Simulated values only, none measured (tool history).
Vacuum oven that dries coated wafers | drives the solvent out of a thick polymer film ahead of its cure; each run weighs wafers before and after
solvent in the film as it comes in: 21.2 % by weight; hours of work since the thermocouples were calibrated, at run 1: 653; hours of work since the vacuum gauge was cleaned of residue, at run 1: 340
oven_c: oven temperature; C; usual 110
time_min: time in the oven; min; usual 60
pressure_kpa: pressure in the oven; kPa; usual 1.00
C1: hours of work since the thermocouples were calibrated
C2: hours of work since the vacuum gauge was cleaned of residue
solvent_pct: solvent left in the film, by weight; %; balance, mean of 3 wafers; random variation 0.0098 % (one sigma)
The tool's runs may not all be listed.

run 1 hour=0.0 | oven_c=110 time_min=60 pressure_kpa=1.00 | C1=653 C2=340 | solvent_pct=2.326
run 2 hour=11.8 | oven_c=110 time_min=60 pressure_kpa=1.03 | C1=662 C2=348 | solvent_pct=2.329
run 3 hour=20.2 | oven_c=110 time_min=60 pressure_kpa=1.03 | C1=668 C2=355 | solvent_pct=2.336
run 4 hour=30.1 | oven_c=120 time_min=60 pressure_kpa=1.03 | C1=676 C2=362 | solvent_pct=0.953
run 5 hour=40.3 | oven_c=120 time_min=68 pressure_kpa=1.03 | C1=683 C2=370 | solvent_pct=0.710
run 6 hour=48.7 | oven_c=105 time_min=60 pressure_kpa=1.00 | C1=690 C2=376 | solvent_pct=3.341
run 7 hour=62.7 | oven_c=110 time_min=60 pressure_kpa=1.04 | C1=700 C2=387 | solvent_pct=2.324
run 8 hour=75.7 | oven_c=110 time_min=60 pressure_kpa=1.04 | C1=710 C2=396 | solvent_pct=2.317
run 9 hour=84.5 | oven_c=110 time_min=60 pressure_kpa=3.92 | C1=717 C2=403 | solvent_pct=3.242
run 10 hour=95.7 | oven_c=110 time_min=60 pressure_kpa=3.92 | C1=725 C2=411 | solvent_pct=3.231
-- hour=101.0 oven's thermocouples calibrated
run 11 hour=108.7 | oven_c=110 time_min=60 pressure_kpa=1.00 | C1=6 C2=420 | solvent_pct=2.409
run 12 hour=116.0 | oven_c=110 time_min=57 pressure_kpa=0.95 | C1=11 C2=425 | solvent_pct=2.603
run 13 hour=125.1 | oven_c=114 time_min=57 pressure_kpa=1.75 | C1=18 C2=432 | solvent_pct=2.127
run 14 hour=132.8 | oven_c=113 time_min=57 pressure_kpa=1.04 | C1=24 C2=438 | solvent_pct=2.074
run 15 hour=143.3 | oven_c=110 time_min=36 pressure_kpa=2.51 | C1=32 C2=446 | solvent_pct=5.512
run 16 hour=152.6 | oven_c=116 time_min=80 pressure_kpa=3.31 | C1=39 C2=453 | solvent_pct=1.437
run 17 hour=160.0 | oven_c=95 time_min=61 pressure_kpa=1.00 | C1=44 C2=458 | solvent_pct=6.003
run 18 hour=168.6 | oven_c=96 time_min=61 pressure_kpa=0.75 | C1=51 C2=465 | solvent_pct=5.582
run 19 hour=177.9 | oven_c=110 time_min=48 pressure_kpa=3.95 | C1=58 C2=472 | solvent_pct=4.339
run 20 hour=183.7 | oven_c=110 time_min=48 pressure_kpa=3.95 | C1=62 C2=476 | solvent_pct=4.330
run 21 hour=195.3 | oven_c=117 time_min=48 pressure_kpa=1.23 | C1=71 C2=485 | solvent_pct=2.129
run 22 hour=201.8 | oven_c=111 time_min=104 pressure_kpa=1.63 | C1=76 C2=490 | solvent_pct=0.961

Some steps in solvent_pct between neighbouring runs. How much of each would the tool show without its hidden state too (settings, what came in, random variation), and how much is left for the hidden state, with any gauge scatter that isn't in both results?
The hidden state here: true wafer temperature over the reading, C; true pressure over the reading, kPa; drift of the gauge itself on solvent_pct, %.
Run 5 -> 6: oven_c 120 -> 105, time_min 68 -> 60, pressure_kpa 1.03 -> 1.00. solvent_pct +2.631 %: hidden state -0.111, all else +2.742.
Run 10 -> 11: pressure_kpa 3.92 -> 1.00, oven's thermocouples calibrated. solvent_pct -0.822 %: hidden state +0.098, all else -0.920.
Run 15 -> 16: oven_c 110 -> 116, time_min 36 -> 80, pressure_kpa 2.51 -> 3.31. solvent_pct -4.075 %: hidden state +0.073, all else -4.148.
Run 16 -> 17: oven_c 116 -> 95, time_min 80 -> 61, pressure_kpa 3.31 -> 1.00. solvent_pct +4.566 %: hidden state -0.068, all else +4.634.

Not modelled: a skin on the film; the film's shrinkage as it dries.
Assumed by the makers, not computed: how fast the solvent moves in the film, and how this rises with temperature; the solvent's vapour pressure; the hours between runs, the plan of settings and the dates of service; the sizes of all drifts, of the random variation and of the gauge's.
